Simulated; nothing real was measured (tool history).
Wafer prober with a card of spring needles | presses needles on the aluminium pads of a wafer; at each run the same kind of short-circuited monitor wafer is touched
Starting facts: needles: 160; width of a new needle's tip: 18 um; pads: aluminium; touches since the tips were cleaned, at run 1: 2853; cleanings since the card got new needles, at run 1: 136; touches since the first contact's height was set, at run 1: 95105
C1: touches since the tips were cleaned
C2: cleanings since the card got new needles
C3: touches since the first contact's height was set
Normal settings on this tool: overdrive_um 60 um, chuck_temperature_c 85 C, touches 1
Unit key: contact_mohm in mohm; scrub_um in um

{"run": 1, "hour": 0.0, "overdrive_um": 60, "chuck_temperature_c": 85, "touches": 1, "C1": 2853, "C2": 136, "C3": 95105, "contact_mohm": 881, "scrub_um": 14.13}
{"hour": 2.6, "done": "tips cleaned on abrasive film"}
{"hour": 12.9, "done": "tips cleaned on abrasive film"}
{"hour": 23.1, "done": "tips cleaned on abrasive film"}
{"hour": 33.3, "done": "tips cleaned on abrasive film"}
{"hour": 43.5, "done": "tips cleaned on abrasive film"}
{"run": 2, "hour": 48.0, "overdrive_um": 48, "chuck_temperature_c": 85, "touches": 1, "C1": 1315, "C2": 141, "C3": 109068, "contact_mohm": 895, "scrub_um": 11}
{"hour": 55.7, "done": "tips cleaned on abrasive film"}
{"hour": 65.9, "done": "tips cleaned on abrasive film"}
{"hour": 76.2, "done": "tips cleaned on abrasive film"}
{"hour": 86.4, "done": "tips cleaned on abrasive film"}
{"hour": 99.2, "done": "tips cleaned on abrasive film"}
{"hour": 111.9, "done": "tips cleaned on abrasive film"}
{"hour": 124.7, "done": "tips cleaned on abrasive film"}
{"run": 3, "hour": 126.2, "overdrive_um": 48, "chuck_temperature_c": 85, "touches": 1, "C1": 430, "C2": 148, "C3": 131817, "contact_mohm": 661, "scrub_um": 10.98}
{"hour": 136.4, "done": "tips cleaned on abrasive film"}
{"hour": 146.6, "done": "tips cleaned on abrasive film"}
{"hour": 156.8, "done": "tips cleaned on abrasive film"}
{"hour": 167.1, "done": "tips cleaned on abrasive film"}
{"run": 4, "hour": 177.1, "overdrive_um": 60, "chuck_temperature_c": 85, "touches": 1, "C1": 2960, "C2": 152, "C3": 146680, "contact_mohm": 945, "scrub_um": 13.83}
{"hour": 179.8, "done": "tips cleaned on abrasive film"}
{"hour": 190.0, "done": "tips cleaned on abrasive film"}
{"hour": 200.2, "done": "tips cleaned on abrasive film"}
{"hour": 210.5, "done": "tips cleaned on abrasive film"}
{"hour": 223.2, "done": "tips cleaned on abrasive film"}
{"hour": 233.4, "done": "tips cleaned on abrasive film"}
{"run": 5, "hour": 233.9, "overdrive_um": 60, "chuck_temperature_c": 85, "touches": 1, "C1": 129, "C2": 158, "C3": 163176, "contact_mohm": 387, "scrub_um": 13.73}
{"hour": 244.1, "done": "tips cleaned on abrasive film"}
{"hour": 254.4, "done": "tips cleaned on abrasive film"}
{"hour": 264.6, "done": "tips cleaned on abrasive film"}
{"hour": 274.8, "done": "tips cleaned on abrasive film"}
{"hour": 280.2, "done": "height of the first contact set anew"}
{"hour": 285.4, "done": "tips cleaned on abrasive film"}
{"hour": 295.6, "done": "tips cleaned on abrasive film"}
{"run": 6, "hour": 301.2, "overdrive_um": 60, "chuck_temperature_c": 85, "touches": 1, "C1": 1663, "C2": 164, "C3": 6127, "contact_mohm": 779, "scrub_um": 14.72}
{"hour": 306.4, "done": "tips cleaned on abrasive film"}
{"hour": 316.6, "done": "tips cleaned on abrasive film"}
{"hour": 326.9, "done": "tips cleaned on abrasive film"}
{"hour": 337.1, "done": "tips cleaned on abrasive film"}
{"hour": 347.3, "done": "tips cleaned on abrasive film"}
{"hour": 360.1, "done": "tips cleaned on abrasive film"}
{"hour": 370.3, "done": "tips cleaned on abrasive film"}
{"hour": 380.5, "done": "tips cleaned on abrasive film"}
{"run": 7, "hour": 382.5, "overdrive_um": 60, "chuck_temperature_c": 85, "touches": 3, "C1": 587, "C2": 172, "C3": 29777, "contact_mohm": 374, "scrub_um": 14.36}
{"hour": 392.8, "done": "tips cleaned on abrasive film"}
{"hour": 405.5, "done": "tips cleaned on abrasive film"}
{"hour": 415.8, "done": "tips cleaned on abrasive film"}
{"run": 8, "hour": 423.2, "overdrive_um": 60, "chuck_temperature_c": 85, "touches": 3, "C1": 2194, "C2": 175, "C3": 41642, "contact_mohm": 478, "scrub_um": 14.36}
{"hour": 428.4, "done": "tips cleaned on abrasive film"}
{"hour": 441.1, "done": "tips cleaned on abrasive film"}
{"hour": 451.4, "done": "tips cleaned on abrasive film"}
{"hour": 461.6, "done": "tips cleaned on abrasive film"}
{"run": 9, "hour": 465.3, "overdrive_um": 60, "chuck_temperature_c": 85, "touches": 3, "C1": 1084, "C2": 179, "C3": 53886, "contact_mohm": 426, "scrub_um": 14.19}
{"hour": 473.0, "done": "tips cleaned on abrasive film"}
{"hour": 483.2, "done": "tips cleaned on abrasive film"}
{"hour": 496.0, "done": "tips cleaned on abrasive film"}
{"run": 10, "hour": 503.3, "overdrive_um": 60, "chuck_temperature_c": 85, "touches": 2, "C1": 2160, "C2": 182, "C3": 64973, "contact_mohm": 614, "scrub_um": 14.31}
{"hour": 508.5, "done": "tips cleaned on abrasive film"}
{"hour": 518.7, "done": "tips cleaned on abrasive film"}
{"hour": 529.0, "done": "tips cleaned on abrasive film"}
{"hour": 539.2, "done": "tips cleaned on abrasive film"}
{"hour": 549.4, "done": "tips cleaned on abrasive film"}
{"hour": 559.6, "done": "tips cleaned on abrasive film"}
{"hour": 572.4, "done": "tips cleaned on abrasive film"}
{"hour": 582.6, "done": "tips cleaned on abrasive film"}
{"hour": 592.9, "done": "tips cleaned on abrasive film"}
{"run": 11, "hour": 595.4, "overdrive_um": 42, "chuck_temperature_c": 85, "touches": 1, "C1": 745, "C2": 191, "C3": 91757, "contact_mohm": 957, "scrub_um": 9.71}
{"hour": 605.3, "done": "tips cleaned on abrasive film"}
{"hour": 615.5, "done": "tips cleaned on abrasive film"}
{"hour": 625.7, "done": "tips cleaned on abrasive film"}
{"hour": 636.0, "done": "tips cleaned on abrasive film"}
{"hour": 646.2, "done": "tips cleaned on abrasive film"}
{"hour": 658.9, "done": "tips cleaned on abrasive film"}
{"hour": 669.2, "done": "tips cleaned on abrasive film"}
{"run": 12, "hour": 670.2, "overdrive_um": 42, "chuck_temperature_c": 27, "touches": 1, "C1": 305, "C2": 198, "C3": 113532, "contact_mohm": 676, "scrub_um": 9.59}
{"hour": 680.4, "done": "tips cleaned on abrasive film"}
{"hour": 693.2, "done": "tips cleaned on abrasive film"}
{"hour": 706.0, "done": "tips cleaned on abrasive film"}
{"hour": 718.7, "done": "tips cleaned on abrasive film"}
{"hour": 729.0, "done": "tips cleaned on abrasive film"}
{"hour": 739.2, "done": "tips cleaned on abrasive film"}
{"run": 13, "hour": 746.7, "overdrive_um": 42, "chuck_temperature_c": 27, "touches": 1, "C1": 2214, "C2": 204, "C3": 135834, "contact_mohm": 1761, "scrub_um": 9.53}
{"hour": 751.9, "done": "tips cleaned on abrasive film"}
{"hour": 762.1, "done": "tips cleaned on abrasive film"}
{"hour": 772.3, "done": "tips cleaned on abrasive film"}
{"hour": 782.6, "done": "tips cleaned on abrasive film"}
{"hour": 795.3, "done": "tips cleaned on abrasive film"}
{"hour": 808.1, "done": "tips cleaned on abrasive film"}
{"hour": 818.3, "done": "tips cleaned on abrasive film"}
{"run": 14, "hour": 820.8, "overdrive_um": 42, "chuck_temperature_c": 27, "touches": 1, "C1": 742, "C2": 211, "C3": 157407, "contact_mohm": 1036, "scrub_um": 9.33}
{"hour": 831.1, "done": "tips cleaned on abrasive film"}
{"hour": 843.8, "done": "tips cleaned on abrasive film"}
{"hour": 854.1, "done": "tips cleaned on abrasive film"}
{"hour": 864.3, "done": "tips cleaned on abrasive film"}
{"hour": 874.5, "done": "tips cleaned on abrasive film"}
{"hour": 884.8, "done": "tips cleaned on abrasive film"}
{"hour": 887.6, "done": "height of the first contact set anew"}
{"run": 15, "hour": 890.3, "overdrive_um": 55, "chuck_temperature_c": 26, "touches": 3, "C1": 1535, "C2": 217, "C3": 792, "contact_mohm": 487, "scrub_um": 13.55}
{"hour": 895.5, "done": "tips cleaned on abrasive film"}
{"hour": 905.7, "done": "tips cleaned on abrasive film"}
{"hour": 915.9, "done": "tips cleaned on abrasive film"}
{"hour": 926.2, "done": "tips cleaned on abrasive film"}
{"hour": 936.4, "done": "tips cleaned on abrasive film"}
{"hour": 946.6, "done": "tips cleaned on abrasive film"}
{"run": 16, "hour": 948.9, "overdrive_um": 70, "chuck_temperature_c": 99, "touches": 1, "C1": 677, "C2": 223, "C3": 17846, "contact_mohm": 514, "scrub_um": 16.77}
{"hour": 959.2, "done": "tips cleaned on abrasive film"}
{"hour": 971.9, "done": "tips cleaned on abrasive film"}
{"hour": 984.7, "done": "tips cleaned on abrasive film"}
{"hour": 997.4, "done": "tips cleaned on abrasive film"}
{"hour": 1010.2, "done": "tips cleaned on abrasive film"}
{"run": 17, "hour": 1017.9, "overdrive_um": 65, "chuck_temperature_c": 56, "touches": 2, "C1": 2263, "C2": 228, "C3": 37965, "contact_mohm": 598, "scrub_um": 15.7}
{"hour": 1020.5, "done": "tips cleaned on abrasive film"}
{"hour": 1030.7, "done": "tips cleaned on abrasive film"}
{"hour": 1040.9, "done": "tips cleaned on abrasive film"}
{"hour": 1051.2, "done": "tips cleaned on abrasive film"}
{"run": 18, "hour": 1058.5, "overdrive_um": 60, "chuck_temperature_c": 59, "touches": 2, "C1": 2165, "C2": 232, "C3": 49785, "contact_mohm": 671, "scrub_um": 14.24}
{"hour": 1063.7, "done": "tips cleaned on abrasive film"}
{"hour": 1076.5, "done": "tips cleaned on abrasive film"}
{"hour": 1086.7, "done": "tips cleaned on abrasive film"}
{"hour": 1096.9, "done": "tips cleaned on abrasive film"}
{"hour": 1109.7, "done": "tips cleaned on abrasive film"}
{"hour": 1119.9, "done": "tips cleaned on abrasive film"}
{"hour": 1132.7, "done": "tips cleaned on abrasive film"}
{"hour": 1142.9, "done": "tips cleaned on abrasive film"}
{"run": 19, "hour": 1148.4, "overdrive_um": 60, "chuck_temperature_c": 59, "touches": 1, "C1": 1610, "C2": 240, "C3": 75946, "contact_mohm": 875, "scrub_um": 14.08}
{"hour": 1153.5, "done": "tips cleaned on abrasive film"}
{"hour": 1163.8, "done": "tips cleaned on abrasive film"}
{"hour": 1174.0, "done": "tips cleaned on abrasive film"}
{"hour": 1184.2, "done": "tips cleaned on abrasive film"}
{"hour": 1194.5, "done": "tips cleaned on abrasive film"}
{"run": 20, "hour": 1198.4, "overdrive_um": 63, "chuck_temperature_c": 26, "touches": 1, "C1": 1158, "C2": 245, "C3": 90496, "contact_mohm": 695, "scrub_um": 14.81}
{"hour": 1206.1, "done": "tips cleaned on abrasive film"}
{"hour": 1216.3, "done": "tips cleaned on abrasive film"}
{"hour": 1226.6, "done": "tips cleaned on abrasive film"}
{"hour": 1239.3, "done": "tips cleaned on abrasive film"}
{"run": 21, "hour": 1247.0, "overdrive_um": 42, "chuck_temperature_c": 73, "touches": 3, "C1": 2242, "C2": 249, "C3": 104643, "contact_mohm": 806, "scrub_um": 9.5}
{"hour": 1252.0, "done": "tips cleaned on abrasive film"}
{"hour": 1264.8, "done": "tips cleaned on abrasive film"}
{"hour": 1277.6, "done": "tips cleaned on abrasive film"}
{"hour": 1290.3, "done": "tips cleaned on abrasive film"}
{"hour": 1300.6, "done": "tips cleaned on abrasive film"}
{"hour": 1310.8, "done": "tips cleaned on abrasive film"}
{"hour": 1321.0, "done": "tips cleaned on abrasive film"}
{"run": 22, "hour": 1325.5, "overdrive_um": 42, "chuck_temperature_c": 73, "touches": 3, "C1": 1332, "C2": 256, "C3": 127529, "contact_mohm": 666, "scrub_um": 9.49}
{"hour": 1333.2, "done": "tips cleaned on abrasive film"}
{"hour": 1343.5, "done": "tips cleaned on abrasive film"}
{"hour": 1353.7, "done": "tips cleaned on abrasive film"}
{"hour": 1363.9, "done": "tips cleaned on abrasive film"}
{"hour": 1374.2, "done": "tips cleaned on abrasive film"}
{"run": 23, "hour": 1379.1, "overdrive_um": 43, "chuck_temperature_c": 59, "touches": 3, "C1": 1450, "C2": 261, "C3": 143115, "contact_mohm": 695, "scrub_um": 9.6}

For some of the steps in contact_mohm from one run to the next: how much would appear even if the tool had no hidden state, given the settings, what came in and random variation, and how much remains for the hidden state plus any gauge scatter that the measured result and the result without hidden state don't share?
Hidden state at play: debris on the tips, nm; way that the needles fall short of the set height, um; tips' diameter, um; drift of the gauge itself on contact_mohm, %; drift of the gauge itself on scrub_um, %.
Run 12 -> 13: tips cleaned on abrasive film, tips cleaned on abrasive film, tips cleaned on abrasive film, tips cleaned on abrasive film, tips cleaned on abrasive film, tips cleaned on abrasive film. contact_mohm +1085 mohm: hidden state +1082, all else +3.
Run 13 -> 14: tips cleaned on abrasive film, tips cleaned on abrasive film, tips cleaned on abrasive film, tips cleaned on abrasive film, tips cleaned on abrasive film, tips cleaned on abrasive film, tips cleaned on abrasive film. contact_mohm -725 mohm: hidden state -725, all else +0.
